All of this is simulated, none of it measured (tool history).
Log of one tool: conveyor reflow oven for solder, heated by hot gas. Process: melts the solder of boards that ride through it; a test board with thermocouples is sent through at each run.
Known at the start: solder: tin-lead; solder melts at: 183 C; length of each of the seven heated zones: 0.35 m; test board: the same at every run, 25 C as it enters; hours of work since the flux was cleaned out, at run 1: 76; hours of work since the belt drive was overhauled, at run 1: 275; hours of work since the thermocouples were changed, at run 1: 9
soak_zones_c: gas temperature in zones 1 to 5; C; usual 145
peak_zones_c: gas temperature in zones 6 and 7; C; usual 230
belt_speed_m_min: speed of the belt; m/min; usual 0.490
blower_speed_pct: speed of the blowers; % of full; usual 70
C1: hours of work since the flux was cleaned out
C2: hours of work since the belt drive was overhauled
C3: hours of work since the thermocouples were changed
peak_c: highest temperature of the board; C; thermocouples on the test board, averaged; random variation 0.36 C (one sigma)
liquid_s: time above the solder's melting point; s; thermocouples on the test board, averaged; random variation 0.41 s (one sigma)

Run 1, day 0.000: usual settings; C1 76; C2 275; C3 9. Result: peak_c 215.8 C, liquid_s 67.4 s.
Run 2, day 3.217: usual settings but soak_zones_c 142 C; C1 134; C2 333; C3 67. Result: peak_c 215.3 C, liquid_s 64.4 s.
Run 3, day 4.800: usual settings but belt_speed_m_min 0.521 m/min; C1 162; C2 362; C3 96. Result: peak_c 213.9 C, liquid_s 60.7 s.
Run 4, day 8.242: usual settings; C1 224; C2 423; C3 158. Result: peak_c 215.8 C, liquid_s 66.2 s.
At day 10.867: flux residue cleaned out of gas plates and filters.
Run 5, day 11.883: usual settings; C1 18; C2 485; C3 220. Result: peak_c 217.7 C, liquid_s 68.7 s.
Run 6, day 13.729: usual settings but soak_zones_c 142 C; C1 51; C2 518; C3 253. Result: peak_c 216.9 C, liquid_s 67.1 s.
Run 7, day 16.688: usual settings but soak_zones_c 142 C; C1 105; C2 572; C3 306. Result: peak_c 215.5 C, liquid_s 66.5 s.
Run 8, day 18.454: usual settings but soak_zones_c 131 C, peak_zones_c 218 C, belt_speed_m_min 0.418 m/min, blower_speed_pct 51 % of full; C1 137; C2 603; C3 338. Result: peak_c 203.5 C, liquid_s 55.0 s.
Run 9, day 20.896: usual settings but soak_zones_c 153 C, peak_zones_c 222 C, belt_speed_m_min 0.581 m/min, blower_speed_pct 63 % of full; C1 180; C2 647; C3 382. Result: peak_c 204.7 C, liquid_s 46.9 s.
Run 10, day 22.567: usual settings but soak_zones_c 153 C, peak_zones_c 222 C, belt_speed_m_min 0.581 m/min, blower_speed_pct 53 % of full; C1 211; C2 677; C3 412. Result: peak_c 201.3 C, liquid_s 41.8 s.
At day 25.971: flux residue cleaned out of gas plates and filters.
Run 11, day 25.971: usual settings but peak_zones_c 222 C, belt_speed_m_min 0.555 m/min, blower_speed_pct 51 % of full; C1 0; C2 735; C3 469. Result: peak_c 201.6 C, liquid_s 41.2 s.
Run 12, day 28.429: usual settings but peak_zones_c 222 C, belt_speed_m_min 0.526 m/min, blower_speed_pct 68 % of full; C1 44; C2 779; C3 514. Result: peak_c 208.9 C, liquid_s 54.7 s.

4 ways to go on from here, each from the tool as it stands after run 12. What would each give?
Run A, day 30.875: usual settings but soak_zones_c 137 C, peak_zones_c 240 C, belt_speed_m_min 0.526 m/min, blower_speed_pct 68 % of full; C1 88; C2 823; C3 558. Result: peak_c ?, liquid_s ?.
Run B, day 30.875: usual settings but soak_zones_c 147 C; C1 88; C2 823; C3 558. Result: peak_c ?, liquid_s ?.
Run C, day 30.875: usual settings but peak_zones_c 243 C, belt_speed_m_min 0.526 m/min, blower_speed_pct 63 % of full; C1 88; C2 823; C3 558. Result: peak_c ?, liquid_s ?.
Run D, day 30.875: usual settings but soak_zones_c 133 C, peak_zones_c 226 C, belt_speed_m_min 0.526 m/min, blower_speed_pct 60 % of full; C1 88; C2 823; C3 558. Result: peak_c ?, liquid_s ?.

run  peak_c  liquid_s
  A   222.7      63.5
  B   218.7      70.6
  C   225.2      68.9
  D   206.5      47.9
Without the tool's hidden state the same runs would have given:
run  peak_c  liquid_s
  A   221.5      61.9
  B   217.5      68.8
  C   224.0      67.3
  D   205.3      46.1
